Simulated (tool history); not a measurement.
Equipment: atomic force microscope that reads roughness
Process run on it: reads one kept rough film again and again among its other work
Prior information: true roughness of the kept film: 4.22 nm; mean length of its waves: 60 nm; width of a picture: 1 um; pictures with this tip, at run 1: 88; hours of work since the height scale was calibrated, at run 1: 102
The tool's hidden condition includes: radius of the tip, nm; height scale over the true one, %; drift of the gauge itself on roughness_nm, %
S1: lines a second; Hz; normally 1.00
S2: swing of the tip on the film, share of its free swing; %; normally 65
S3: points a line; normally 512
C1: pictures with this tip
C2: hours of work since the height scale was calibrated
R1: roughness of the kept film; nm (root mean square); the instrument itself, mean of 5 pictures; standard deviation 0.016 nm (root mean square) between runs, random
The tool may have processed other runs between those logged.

run 1 day=0.000 | S1=1.00 S2=65 S3=512 | C1=88 C2=102 | R1=3.665
run 2 day=0.400 | S1=1.00 S2=65 S3=512 | C1=103 C2=108 | R1=3.648
run 3 day=1.033 | S1=1.00 S2=65 S3=512 | C1=125 C2=119 | R1=3.644
run 4 day=1.429 | S1=1.00 S2=65 S3=530 | C1=140 C2=125 | R1=3.589
run 5 day=1.838 | S1=1.00 S2=65 S3=530 | C1=154 C2=132 | R1=3.598
run 6 day=2.371 | S1=1.00 S2=65 S3=512 | C1=174 C2=141 | R1=3.587
run 7 day=2.704 | S1=1.00 S2=65 S3=512 | C1=186 C2=146 | R1=3.551
run 8 day=3.075 | S1=1.00 S2=65 S3=512 | C1=199 C2=152 | R1=3.526
run 9 day=3.583 | S1=1.00 S2=67 S3=512 | C1=217 C2=160 | R1=3.444
run 10 day=4.021 | S1=1.00 S2=63 S3=512 | C1=233 C2=168 | R1=3.479
run 11 day=4.542 | S1=1.00 S2=63 S3=512 | C1=252 C2=176 | R1=3.467
run 12 day=4.875 | S1=1.00 S2=63 S3=512 | C1=264 C2=182 | R1=3.461
run 13 day=5.175 | S1=1.00 S2=63 S3=512 | C1=275 C2=186 | R1=3.420
run 14 day=5.508 | S1=1.00 S2=65 S3=512 | C1=287 C2=192 | R1=3.401
run 15 day=6.058 | S1=1.00 S2=65 S3=512 | C1=307 C2=201 | R1=3.398
run 16 day=6.533 | S1=3.72 S2=65 S3=512 | C1=324 C2=209 | R1=3.008
run 17 day=7.188 | S1=3.72 S2=65 S3=512 | C1=347 C2=219 | R1=2.982
run 18 day=7.517 | S1=3.72 S2=65 S3=512 | C1=359 C2=225 | R1=2.950
run 19 day=8.104 | S1=3.72 S2=65 S3=512 | C1=380 C2=234 | R1=2.929
run 20 day=8.462 | S1=3.72 S2=72 S3=851 | C1=393 C2=240 | R1=2.724
-- day=8.583 new tip fitted
run 21 day=8.917 | S1=3.12 S2=65 S3=371 | C1=12 C2=247 | R1=3.478
run 22 day=9.308 | S1=1.00 S2=64 S3=321 | C1=26 C2=254 | R1=3.784
-- day=9.412 height scale calibrated on a step standard
run 23 day=9.767 | S1=1.58 S2=61 S3=336 | C1=41 C2=6 | R1=3.704
run 24 day=10.408 | S1=3.25 S2=65 S3=512 | C1=64 C2=16 | R1=3.398
run 25 day=10.933 | S1=1.00 S2=58 S3=512 | C1=83 C2=25 | R1=3.776
run 26 day=11.429 | S1=1.00 S2=58 S3=512 | C1=101 C2=33 | R1=3.736
run 27 day=11.829 | S1=1.94 S2=65 S3=512 | C1=115 C2=40 | R1=3.494
-- day=12.250 height scale calibrated on a step standard, once more
run 28 day=12.488 | S1=1.15 S2=63 S3=462 | C1=138 C2=4 | R1=3.594
run 29 day=12.917 | S1=1.15 S2=63 S3=462 | C1=153 C2=11 | R1=3.546
run 30 day=13.217 | S1=0.65 S2=63 S3=734 | C1=164 C2=16 | R1=3.641
run 31 day=13.533 | S1=0.69 S2=67 S3=512 | C1=175 C2=21 | R1=3.589
run 32 day=13.925 | S1=0.69 S2=67 S3=512 | C1=190 C2=27 | R1=3.575
run 33 day=14.308 | S1=0.69 S2=67 S3=512 | C1=203 C2=34 | R1=3.576
run 34 day=14.717 | S1=1.03 S2=68 S3=271 | C1=218 C2=40 | R1=3.452
run 35 day=15.071 | S1=1.03 S2=68 S3=271 | C1=231 C2=46 | R1=3.423
run 36 day=15.696 | S1=2.18 S2=59 S3=399 | C1=253 C2=57 | R1=3.375
run 37 day=16.033 | S1=2.18 S2=59 S3=399 | C1=266 C2=62 | R1=3.325
run 38 day=16.321 | S1=2.18 S2=59 S3=399 | C1=276 C2=67 | R1=3.334

Below, some changes in R1 between adjacent runs. For each, the amount present without the hidden state too (settings, incoming material, random variation) and the amount remaining for the hidden state with gauge scatter not shared by both compared results:
Run 15 -> 16: S1 1.00 -> 3.72. R1 -0.390 nm (root mean square): hidden state +0.032, all else -0.422.
Run 20 -> 21: S1 3.72 -> 3.12, S2 72 -> 65, S3 851 -> 371, new tip fitted. R1 +0.754 nm (root mean square): hidden state +0.451, all else +0.303.
Run 24 -> 25: S1 3.25 -> 1.00, S2 65 -> 58. R1 +0.378 nm (root mean square): hidden state -0.045, all else +0.423.
Run 27 -> 28: S1 1.94 -> 1.15, S2 65 -> 63, S3 512 -> 462, height scale calibrated on a step standard, once more. R1 +0.100 nm (root mean square): hidden state -0.040, all else +0.140.
